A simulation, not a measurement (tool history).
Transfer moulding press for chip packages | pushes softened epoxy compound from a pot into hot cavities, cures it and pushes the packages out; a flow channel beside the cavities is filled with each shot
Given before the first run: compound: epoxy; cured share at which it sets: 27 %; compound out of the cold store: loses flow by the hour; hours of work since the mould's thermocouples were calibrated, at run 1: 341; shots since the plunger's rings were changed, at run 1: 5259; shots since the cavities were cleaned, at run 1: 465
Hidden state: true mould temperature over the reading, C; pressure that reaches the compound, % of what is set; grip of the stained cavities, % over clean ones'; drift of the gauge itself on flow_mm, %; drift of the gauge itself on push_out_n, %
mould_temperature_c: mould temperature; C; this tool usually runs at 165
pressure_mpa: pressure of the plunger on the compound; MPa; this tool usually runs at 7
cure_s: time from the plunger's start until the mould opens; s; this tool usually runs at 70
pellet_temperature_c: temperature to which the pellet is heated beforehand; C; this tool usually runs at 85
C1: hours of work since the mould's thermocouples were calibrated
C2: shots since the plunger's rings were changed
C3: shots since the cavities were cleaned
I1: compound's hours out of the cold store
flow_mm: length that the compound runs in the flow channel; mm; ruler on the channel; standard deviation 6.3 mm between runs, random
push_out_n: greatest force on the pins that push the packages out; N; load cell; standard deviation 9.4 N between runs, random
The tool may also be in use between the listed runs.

run 1 day=0 | mould_temperature_c=165 pressure_mpa=7 cure_s=70 pellet_temperature_c=85 | C1=341 C2=5259 C3=465 | I1=19 | flow_mm=738 push_out_n=801
run 2 day=0.388 | mould_temperature_c=165 pressure_mpa=7 cure_s=70 pellet_temperature_c=85 | C1=345 C2=5370 C3=576 | I1=33.2 | flow_mm=691 push_out_n=824
run 3 day=0.921 | mould_temperature_c=165 pressure_mpa=7 cure_s=70 pellet_temperature_c=85 | C1=351 C2=5525 C3=731 | I1=21.3 | flow_mm=726 push_out_n=857
run 4 day=1.3 | mould_temperature_c=165 pressure_mpa=7 cure_s=50 pellet_temperature_c=85 | C1=356 C2=5634 C3=840 | I1=27.7 | flow_mm=708 push_out_n=1810
run 5 day=2.033 | mould_temperature_c=165 pressure_mpa=7 cure_s=50 pellet_temperature_c=85 | C1=364 C2=5846 C3=1052 | I1=17.9 | flow_mm=731 push_out_n=1929
-- day=2.158 cavities cleaned with cleaning compound and waxed
-- day=2.529 plunger's sealing rings changed
run 6 day=2.658 | mould_temperature_c=165 pressure_mpa=8.31 cure_s=70 pellet_temperature_c=85 | C1=369 C2=37 C3=114 | I1=11.8 | flow_mm=907 push_out_n=918
run 7 day=3.258 | mould_temperature_c=165 pressure_mpa=8.31 cure_s=70 pellet_temperature_c=85 | C1=376 C2=210 C3=287 | I1=23.8 | flow_mm=848 push_out_n=917
run 8 day=3.754 | mould_temperature_c=160 pressure_mpa=7 cure_s=70 pellet_temperature_c=85 | C1=381 C2=354 C3=431 | I1=31.8 | flow_mm=742 push_out_n=1204
run 9 day=4.142 | mould_temperature_c=169 pressure_mpa=8.55 cure_s=97 pellet_temperature_c=77 | C1=385 C2=465 C3=542 | I1=18.7 | flow_mm=871 push_out_n=694
run 10 day=4.675 | mould_temperature_c=171 pressure_mpa=8.55 cure_s=97 pellet_temperature_c=77 | C1=391 C2=619 C3=696 | I1=36.4 | flow_mm=792 push_out_n=688
run 11 day=5.321 | mould_temperature_c=160 pressure_mpa=7 cure_s=70 pellet_temperature_c=84 | C1=399 C2=806 C3=883 | I1=9.7 | flow_mm=847 push_out_n=1247
-- day=6.042 cavities cleaned with cleaning compound and waxed
run 12 day=6.088 | mould_temperature_c=168 pressure_mpa=7 cure_s=69 pellet_temperature_c=78 | C1=406 C2=1009 C3=13 | I1=26.4 | flow_mm=756 push_out_n=416
-- day=6.25 cavities cleaned with cleaning compound and waxed, once more
run 13 day=6.592 | mould_temperature_c=168 pressure_mpa=8.56 cure_s=104 pellet_temperature_c=92 | C1=411 C2=1136 C3=98 | I1=16.9 | flow_mm=877 push_out_n=435
run 14 day=7.179 | mould_temperature_c=165 pressure_mpa=8.32 cure_s=58 pellet_temperature_c=85 | C1=418 C2=1305 C3=267 | I1=29.5 | flow_mm=805 push_out_n=1008
run 15 day=7.962 | mould_temperature_c=165 pressure_mpa=8.32 cure_s=58 pellet_temperature_c=85 | C1=427 C2=1532 C3=494 | I1=17.3 | flow_mm=872 push_out_n=1197

Alternative continuations, all from the tool just after run 15; predict every row:
run A day=8.338 | mould_temperature_c=166 pressure_mpa=7.61 cure_s=58 pellet_temperature_c=85 | C1=431 C2=1640 C3=602 | I1=42 | flow_mm=? push_out_n=?
run B day=8.338 | mould_temperature_c=160 pressure_mpa=7 cure_s=96 pellet_temperature_c=92 | C1=431 C2=1640 C3=602 | I1=47.9 | flow_mm=? push_out_n=?
run C day=8.338 | mould_temperature_c=160 pressure_mpa=7 cure_s=70 pellet_temperature_c=95 | C1=431 C2=1640 C3=602 | I1=22.6 | flow_mm=? push_out_n=?
run D day=8.338 | mould_temperature_c=168 pressure_mpa=8.76 cure_s=103 pellet_temperature_c=85 | C1=431 C2=1640 C3=602 | I1=45 | flow_mm=? push_out_n=?

run=A flow_mm=709 push_out_n=1067
run=B flow_mm=665 push_out_n=705
run=C flow_mm=764 push_out_n=1056
run=D flow_mm=753 push_out_n=633
Had the tool no hidden state, the same runs would have come out as:
run=A flow_mm=726 push_out_n=580
run=B flow_mm=681 push_out_n=372
run=C flow_mm=783 push_out_n=576
run=D flow_mm=771 push_out_n=331
